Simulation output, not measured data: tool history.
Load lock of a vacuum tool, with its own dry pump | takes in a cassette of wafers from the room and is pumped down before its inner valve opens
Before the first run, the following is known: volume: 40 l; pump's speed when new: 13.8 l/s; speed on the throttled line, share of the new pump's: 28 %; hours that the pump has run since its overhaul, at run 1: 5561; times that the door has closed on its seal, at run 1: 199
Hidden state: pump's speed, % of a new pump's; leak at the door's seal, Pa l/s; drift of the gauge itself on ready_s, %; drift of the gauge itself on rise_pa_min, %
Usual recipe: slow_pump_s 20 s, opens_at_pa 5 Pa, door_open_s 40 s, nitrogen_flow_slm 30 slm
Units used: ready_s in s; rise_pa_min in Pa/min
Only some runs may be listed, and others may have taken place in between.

| run | hour | slow_pump_s | opens_at_pa | door_open_s | nitrogen_flow_slm | hours that the pump has run since its overhaul | times that the door has closed on its seal | incoming humidity of the room's air, % | ready_s | rise_pa_min |
|---|---|---|---|---|---|---|---|---|---|---|
| 1 | 0 | 20 | 5 | 40 | 30 | 5561 | 199 | 40.3 | 43.2 | 0.033 |
| 2 | 204.1 | 20 | 5 | 153 | 30 | 5765 | 536 | 42.3 | 43.4 | 0.07 |
| 3 | 370 | 20 | 5 | 181 | 30 | 5931 | 810 | 45 | 43.4 | 0.083 |
| 4 | 685 | 20 | 5 | 37 | 30 | 6246 | 1330 | 43.2 | 43.6 | 0.028 |
| 5 | 873.7 | 20 | 5 | 40 | 30 | 6434 | 1642 | 40.2 | 43.2 | 0.032 |
| 6 | 1060.9 | 20 | 5 | 40 | 39 | 6622 | 1951 | 45.3 | 43.5 | 0.028 |
| 7 | 1339.7 | 20 | 5 | 75 | 30 | 6900 | 2412 | 43.8 | 43.3 | 0.038 |
| 8 | 1485.1 | 20 | 5 | 75 | 30 | 7046 | 2652 | 45.7 | 43 | 0.045 |
| 9 | 1696.7 | 20 | 5 | 75 | 30 | 7257 | 3001 | 45.6 | 43 | 0.044 |
| 10 | 1884.2 | 16 | 4 | 27 | 5 | 7445 | 3311 | 44.7 | 41.5 | 0.036 |
| 11 | 2033.7 | 30 | 5 | 27 | 5 | 7594 | 3558 | 46.2 | 49.8 | 0.037 |
| 12 | 2219.6 | 33 | 8 | 125 | 30 | 7780 | 3865 | 45.3 | 51.2 | 0.067 |
| 13 | 2424.4 | 20 | 5 | 33 | 30 | 7985 | 4203 | 42.7 | 43.3 | 0.022 |
| 14 | 2608 | 29 | 5 | 146 | 30 | 8169 | 4506 | 44.5 | 49.4 | 0.073 |

Below are 4 alternative next runs, each starting from the tool's condition after run 14. Predict each:
| A | 2841.5 | 20 | 7 | 173 | 9 | 8402 | 4892 | 48 | ? | ? |
| B | 2841.5 | 20 | 5 | 157 | 38 | 8402 | 4892 | 40.9 | ? | ? |
| C | 2841.5 | 22 | 5 | 135 | 19 | 8402 | 4892 | 42.3 | ? | ? |
| D | 2841.5 | 12 | 8 | 146 | 15 | 8402 | 4892 | 44.5 | ? | ? |

| run | ready_s | rise_pa_min |
|---|---|---|
| A | 42.3 | 0.124 |
| B | 42.4 | 0.062 |
| C | 44.7 | 0.079 |
| D | 36.3 | 0.092 |
Without the tool's hidden state the same runs would have given:
| run | ready_s | rise_pa_min |
|---|---|---|
| A | 42.3 | 0.124 |
| B | 42.3 | 0.062 |
| C | 44.7 | 0.079 |
| D | 36.3 | 0.092 |
